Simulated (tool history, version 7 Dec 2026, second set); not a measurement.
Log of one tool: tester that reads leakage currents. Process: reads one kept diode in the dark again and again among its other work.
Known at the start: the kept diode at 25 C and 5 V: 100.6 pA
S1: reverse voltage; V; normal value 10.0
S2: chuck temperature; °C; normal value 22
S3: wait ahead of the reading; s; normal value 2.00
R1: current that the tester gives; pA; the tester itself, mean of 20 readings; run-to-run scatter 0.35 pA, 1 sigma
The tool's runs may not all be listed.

Run 1, day 0.000: usual settings. Result: R1 116.68 pA.
Run 2, day 5.512: usual settings. Result: R1 116.07 pA.
Run 3, day 11.150: usual settings. Result: R1 116.69 pA.
Run 4, day 16.383: usual settings. Result: R1 116.31 pA.
Run 5, day 23.679: usual settings but S2 30 °C. Result: R1 232.02 pA.
At day 28.021: probe card cleaned and baked.
Run 6, day 28.021: usual settings. Result: R1 116.09 pA.
Run 7, day 32.750: usual settings. Result: R1 116.30 pA.
At day 39.100: chuck's temperature calibrated.
Run 8, day 41.262: usual settings but S2 56 °C. Result: R1 1762.44 pA.
Run 9, day 48.754: usual settings but S2 56 °C. Result: R1 1765.20 pA.
Run 10, day 52.588: usual settings but S2 56 °C. Result: R1 1763.65 pA.
Run 11, day 56.338: usual settings but S2 24 °C, S3 1.18 s. Result: R1 139.76 pA.
Run 12, day 61.300: usual settings but S2 24 °C, S3 1.18 s. Result: R1 139.61 pA.
Run 13, day 67.042: usual settings but S2 32 °C, S3 1.18 s. Result: R1 276.71 pA.
Run 14, day 71.725: usual settings but S2 32 °C, S3 1.18 s. Result: R1 275.11 pA.
At day 76.629: tester calibrated.
At day 78.321: chuck's temperature calibrated.
Run 15, day 78.933: usual settings but S2 31 °C. Result: R1 252.88 pA.
Run 16, day 83.088: usual settings but S2 31 °C. Result: R1 252.67 pA.
Run 17, day 91.612: usual settings but S2 31 °C. Result: R1 252.43 pA.
Run 18, day 98.650: usual settings but S1 6.0 V, S2 59 °C. Result: R1 1632.27 pA.
Run 19, day 103.000: usual settings but S3 7.83 s. Result: R1 115.51 pA.

Measured less the same run without the tool's hidden state. The same run-to-run variation is in both; the gauge's scatter may not be:
Unlogged tool condition in this case: stray current of the dirty probe card, pA a volt; current scale over the true one, %; true chuck temperature over the reading, C; drift of the gauge itself on leakage_pa, %.
run     R1
  1  +0.14
  2  +0.11
  3  +0.09
  4  +0.08
  5  -0.03
  6  -0.12
  7  -0.13
  8  -0.04
  9  -0.42
 10  -0.61
 11  -0.05
 12  -0.07
 13  -0.21
 14  -0.24
 15  +0.03
 16  +0.01
 17  -0.06
 18  -0.89
 19  -0.03
